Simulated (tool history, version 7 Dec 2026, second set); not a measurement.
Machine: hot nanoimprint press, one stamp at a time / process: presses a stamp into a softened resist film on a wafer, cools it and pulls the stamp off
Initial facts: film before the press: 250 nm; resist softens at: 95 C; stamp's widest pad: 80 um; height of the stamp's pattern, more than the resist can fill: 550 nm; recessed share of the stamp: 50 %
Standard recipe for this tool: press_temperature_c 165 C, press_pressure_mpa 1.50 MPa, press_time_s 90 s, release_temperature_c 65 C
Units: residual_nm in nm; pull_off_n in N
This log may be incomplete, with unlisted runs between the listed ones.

run 1 day=0.000 | press_temperature_c=165 press_pressure_mpa=1.50 press_time_s=90 release_temperature_c=65 | residual_nm=106.5 pull_off_n=93
run 2 day=0.192 | press_temperature_c=165 press_pressure_mpa=1.50 press_time_s=90 release_temperature_c=57 | residual_nm=105.4 pull_off_n=103
run 3 day=0.567 | press_temperature_c=165 press_pressure_mpa=1.50 press_time_s=90 release_temperature_c=57 | residual_nm=105.0 pull_off_n=104
run 4 day=0.804 | press_temperature_c=165 press_pressure_mpa=1.50 press_time_s=90 release_temperature_c=57 | residual_nm=105.6 pull_off_n=103
run 5 day=1.008 | press_temperature_c=165 press_pressure_mpa=1.50 press_time_s=90 release_temperature_c=57 | residual_nm=105.6 pull_off_n=107
run 6 day=1.275 | press_temperature_c=165 press_pressure_mpa=1.50 press_time_s=90 release_temperature_c=72 | residual_nm=106.1 pull_off_n=78
run 7 day=1.667 | press_temperature_c=165 press_pressure_mpa=1.50 press_time_s=90 release_temperature_c=65 | residual_nm=103.5 pull_off_n=94
run 8 day=2.017 | press_temperature_c=165 press_pressure_mpa=1.50 press_time_s=90 release_temperature_c=65 | residual_nm=105.2 pull_off_n=93
run 9 day=2.258 | press_temperature_c=165 press_pressure_mpa=1.50 press_time_s=85 release_temperature_c=65 | residual_nm=107.4 pull_off_n=90
run 10 day=2.529 | press_temperature_c=165 press_pressure_mpa=1.23 press_time_s=90 release_temperature_c=65 | residual_nm=115.5 pull_off_n=93
run 11 day=2.921 | press_temperature_c=165 press_pressure_mpa=1.23 press_time_s=49 release_temperature_c=65 | residual_nm=142.7 pull_off_n=86
run 12 day=3.179 | press_temperature_c=165 press_pressure_mpa=1.50 press_time_s=90 release_temperature_c=65 | residual_nm=105.1 pull_off_n=95
run 13 day=3.421 | press_temperature_c=165 press_pressure_mpa=1.50 press_time_s=90 release_temperature_c=65 | residual_nm=104.2 pull_off_n=96
run 14 day=3.671 | press_temperature_c=165 press_pressure_mpa=1.50 press_time_s=90 release_temperature_c=65 | residual_nm=104.7 pull_off_n=94
run 15 day=3.992 | press_temperature_c=177 press_pressure_mpa=1.50 press_time_s=90 release_temperature_c=65 | residual_nm=63.0 pull_off_n=91
-- day=4.288 plate thermocouple calibrated
run 16 day=4.312 | press_temperature_c=177 press_pressure_mpa=1.50 press_time_s=90 release_temperature_c=65 | residual_nm=63.4 pull_off_n=94
run 17 day=4.742 | press_temperature_c=168 press_pressure_mpa=1.87 press_time_s=90 release_temperature_c=65 | residual_nm=81.7 pull_off_n=91
run 18 day=4.929 | press_temperature_c=161 press_pressure_mpa=0.94 press_time_s=90 release_temperature_c=65 | residual_nm=152.1 pull_off_n=93
run 19 day=5.162 | press_temperature_c=175 press_pressure_mpa=1.19 press_time_s=118 release_temperature_c=69 | residual_nm=70.0 pull_off_n=81
run 20 day=5.417 | press_temperature_c=175 press_pressure_mpa=1.19 press_time_s=118 release_temperature_c=69 | residual_nm=70.2 pull_off_n=86
run 21 day=5.842 | press_temperature_c=161 press_pressure_mpa=0.93 press_time_s=91 release_temperature_c=62 | residual_nm=154.0 pull_off_n=100
run 22 day=6.250 | press_temperature_c=161 press_pressure_mpa=0.93 press_time_s=91 release_temperature_c=62 | residual_nm=153.9 pull_off_n=96
run 23 day=6.450 | press_temperature_c=168 press_pressure_mpa=1.30 press_time_s=91 release_temperature_c=62 | residual_nm=98.0 pull_off_n=98
run 24 day=6.833 | press_temperature_c=168 press_pressure_mpa=1.30 press_time_s=91 release_temperature_c=62 | residual_nm=97.9 pull_off_n=96

Run 25 comes next. What will it give?
run 25 day=7.175 | press_temperature_c=165 press_pressure_mpa=2.28 press_time_s=49 release_temperature_c=52 | residual_nm=? pull_off_n=?

Run 25 produced residual_nm 104.0 nm, pull_off_n 112 N.
Were there no unlogged condition in the tool, this run, its random variation unchanged, would have produced residual_nm 105.6 nm, pull_off_n 112 N.

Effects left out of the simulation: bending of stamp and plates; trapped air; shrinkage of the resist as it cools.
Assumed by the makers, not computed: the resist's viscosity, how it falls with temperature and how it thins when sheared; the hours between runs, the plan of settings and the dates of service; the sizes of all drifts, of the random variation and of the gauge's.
